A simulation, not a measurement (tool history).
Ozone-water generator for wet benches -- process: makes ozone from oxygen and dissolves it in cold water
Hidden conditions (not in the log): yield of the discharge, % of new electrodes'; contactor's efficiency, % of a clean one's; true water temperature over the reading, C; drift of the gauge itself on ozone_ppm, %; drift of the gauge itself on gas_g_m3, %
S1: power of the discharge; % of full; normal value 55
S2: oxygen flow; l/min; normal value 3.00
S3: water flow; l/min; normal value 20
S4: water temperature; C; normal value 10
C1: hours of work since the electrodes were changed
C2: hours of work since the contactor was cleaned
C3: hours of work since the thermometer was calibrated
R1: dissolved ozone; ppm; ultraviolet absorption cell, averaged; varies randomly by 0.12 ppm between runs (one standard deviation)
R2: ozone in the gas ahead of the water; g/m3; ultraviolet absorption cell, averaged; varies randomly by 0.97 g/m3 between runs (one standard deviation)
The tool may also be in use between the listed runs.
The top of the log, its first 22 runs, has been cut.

run,hour,S1,S2,S3,S4,C1,C2,C3,R1,R2
23,3521.0,49,1.62,14,14,7755,2885,4048,11.9,199.7
24,3727.9,49,1.62,14,14,7893,3022,4185,11.9,200.8
25,3923.8,61,3.00,20,10,8023,3152,4315,11.5,173.8
26,4015.6,66,3.00,15,10,8084,3213,4376,16.4,183.1
27,4155.0,71,2.86,18,10,8177,3306,4469,13.7,192.8
28,4300.9,71,2.86,18,10,8274,3403,4566,13.3,193.8
29,4467.8,55,3.00,20,16,8384,3514,4677,10.1,165.2
30,4661.8,55,3.00,20,16,8513,3643,4806,10.2,164.3
31,4877.7,55,3.00,20,16,8657,3786,4949,10.0,164.2
32,5064.4,90,2.86,20,10,8781,3910,5073,13.4,216.7

3 options for the next run, each taken on its own from the tool as it stands now. Forecast them:
A,5271.2,90,4.73,20,5,8918,4048,5211,?,?
B,5271.2,52,2.86,21,10,8918,4048,5211,?,?
C,5271.2,55,1.79,20,10,8918,4048,5211,?,?

run,R1,R2
A,16.7,178.3
B,9.7,162.2
C,8.8,201.4
Without the tool's unlogged condition, the same runs would have read:
run,R1,R2
A,16.7,182.5
B,9.7,165.9
C,8.8,206.0

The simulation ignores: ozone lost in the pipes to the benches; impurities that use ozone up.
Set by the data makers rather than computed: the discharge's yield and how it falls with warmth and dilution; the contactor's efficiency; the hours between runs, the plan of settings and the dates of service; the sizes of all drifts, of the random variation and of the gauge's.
